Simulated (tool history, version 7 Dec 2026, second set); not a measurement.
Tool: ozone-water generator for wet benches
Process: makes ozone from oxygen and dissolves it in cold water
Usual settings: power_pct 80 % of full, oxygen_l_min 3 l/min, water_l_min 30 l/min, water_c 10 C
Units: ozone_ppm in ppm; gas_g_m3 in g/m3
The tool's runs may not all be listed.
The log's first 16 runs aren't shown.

run    hour  power_pct  oxygen_l_min  water_l_min  water_c  ozone_ppm  gas_g_m3
 17  2120.9         80          2.84           30       10       10.6       199
 18  2302.5         80             3           30        6       10.8     193.8
 19  2467.7         52          3.93           44        8        5.1       120
 20  2548.5         74          4.14           19        7       18.2     152.5
 21  2656.4         74          4.14           19        7       18.1       152
 22    2818         74          4.14           19        7       17.9     153.2
 23  2989.6         74             4           27        7         12     153.1
 24  3066.9         74             4           27        7       12.4     156.2
 25  3192.4         69             3           26       17       10.4     167.1
 26  3319.9         43          1.85           24       18        6.9     147.8
 27  3452.4         80           3.9           30        5       11.4     164.3
 28  3532.1         80             3           29       17        9.9     186.8
     3700.7  -- contactor cleaned
 29  3712.1         80             3           29       18         11     188.6
 30  3888.9         80             3           27       10       12.8     186.8
 31  4069.6         80          1.75           30        5        9.2     243.8
 32  4173.2         73          1.75           36        5          7     226.2
 33  4254.3         47             3           30       10        7.4       121
 34  4407.3         47             3           30       10        7.4     123.2

3 ways to go on from here, each from the tool as it stands after run 34. What would each give?
  A  4539.3         52          2.06           30       10          ?         ?
  B  4539.3         80          2.77           19       16          ?         ?
  C  4539.3         48          2.62           20       10          ?         ?

run  ozone_ppm  gas_g_m3
  A        6.7       160
  B       16.4     193.3
  C       11.2       133
Without the tool's hidden state the same runs would have given:
run  ozone_ppm  gas_g_m3
  A        7.6       179
  B       19.5     227.9
  C       12.5     147.5

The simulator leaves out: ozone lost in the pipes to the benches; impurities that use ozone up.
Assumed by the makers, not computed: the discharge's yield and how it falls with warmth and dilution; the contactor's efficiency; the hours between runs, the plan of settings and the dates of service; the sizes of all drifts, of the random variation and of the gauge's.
